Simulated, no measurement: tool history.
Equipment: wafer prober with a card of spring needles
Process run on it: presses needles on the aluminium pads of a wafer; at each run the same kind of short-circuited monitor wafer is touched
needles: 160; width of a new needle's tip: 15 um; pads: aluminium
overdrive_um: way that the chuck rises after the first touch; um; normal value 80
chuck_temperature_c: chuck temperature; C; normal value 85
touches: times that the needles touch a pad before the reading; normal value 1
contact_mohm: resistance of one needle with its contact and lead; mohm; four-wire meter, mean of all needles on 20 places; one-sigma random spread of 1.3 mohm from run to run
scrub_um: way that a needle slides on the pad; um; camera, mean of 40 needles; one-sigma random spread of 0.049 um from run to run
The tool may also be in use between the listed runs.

run 1 hour=0 | overdrive_um=80 chuck_temperature_c=85 touches=1 | contact_mohm=111 scrub_um=14.4
-- hour=8.6 tips cleaned on abrasive film
-- hour=21.7 tips cleaned on abrasive film
run 2 hour=21.7 | overdrive_um=80 chuck_temperature_c=85 touches=1 | contact_mohm=111 scrub_um=14.35
-- hour=35.9 tips cleaned on abrasive film
-- hour=50.1 tips cleaned on abrasive film
run 3 hour=50.2 | overdrive_um=80 chuck_temperature_c=85 touches=1 | contact_mohm=111 scrub_um=14.43
-- hour=63.5 tips cleaned on abrasive film
run 4 hour=75.1 | overdrive_um=80 chuck_temperature_c=85 touches=1 | contact_mohm=113 scrub_um=14.41
-- hour=76.8 tips cleaned on abrasive film
run 5 hour=88.4 | overdrive_um=80 chuck_temperature_c=85 touches=1 | contact_mohm=112 scrub_um=14.49
-- hour=91.4 tips cleaned on abrasive film
-- hour=104.7 tips cleaned on abrasive film
run 6 hour=110.1 | overdrive_um=80 chuck_temperature_c=85 touches=1 | contact_mohm=109 scrub_um=14.56
-- hour=119.4 tips cleaned on abrasive film
run 7 hour=125.9 | overdrive_um=80 chuck_temperature_c=85 touches=1 | contact_mohm=110 scrub_um=14.46
-- hour=132.9 tips cleaned on abrasive film
-- hour=146.3 tips cleaned on abrasive film
run 8 hour=147.8 | overdrive_um=80 chuck_temperature_c=73 touches=3 | contact_mohm=110 scrub_um=14.61
-- hour=160.9 tips cleaned on abrasive film
run 9 hour=166.7 | overdrive_um=88 chuck_temperature_c=39 touches=3 | contact_mohm=103 scrub_um=15.97
-- hour=172.3 height of the first contact set anew
-- hour=174.2 tips cleaned on abrasive film
run 10 hour=184.2 | overdrive_um=88 chuck_temperature_c=39 touches=3 | contact_mohm=101 scrub_um=16.04
-- hour=188.7 tips cleaned on abrasive film
run 11 hour=199.4 | overdrive_um=62 chuck_temperature_c=35 touches=1 | contact_mohm=107 scrub_um=11.3
-- hour=201.8 tips cleaned on abrasive film
-- hour=216.9 tips cleaned on abrasive film
run 12 hour=225.9 | overdrive_um=80 chuck_temperature_c=85 touches=2 | contact_mohm=113 scrub_um=14.68

Forecast each of these 3 alternatives for the next run:
-- hour=230.8 tips cleaned on abrasive film
-- hour=244.6 tips cleaned on abrasive film
run A hour=246.2 | overdrive_um=87 chuck_temperature_c=107 touches=1 | contact_mohm=? scrub_um=?
-- hour=230.8 tips cleaned on abrasive film
-- hour=244.6 tips cleaned on abrasive film
run B hour=246.2 | overdrive_um=80 chuck_temperature_c=85 touches=1 | contact_mohm=? scrub_um=?
-- hour=230.8 tips cleaned on abrasive film
-- hour=244.6 tips cleaned on abrasive film
run C hour=246.2 | overdrive_um=80 chuck_temperature_c=48 touches=2 | contact_mohm=? scrub_um=?

run=A contact_mohm=114 scrub_um=15.96
run=B contact_mohm=110 scrub_um=14.6
run=C contact_mohm=106 scrub_um=14.75
With no hidden state in the tool, these same runs would have given:
run=A contact_mohm=114 scrub_um=15.64
run=B contact_mohm=110 scrub_um=14.3
run=C contact_mohm=106 scrub_um=14.45
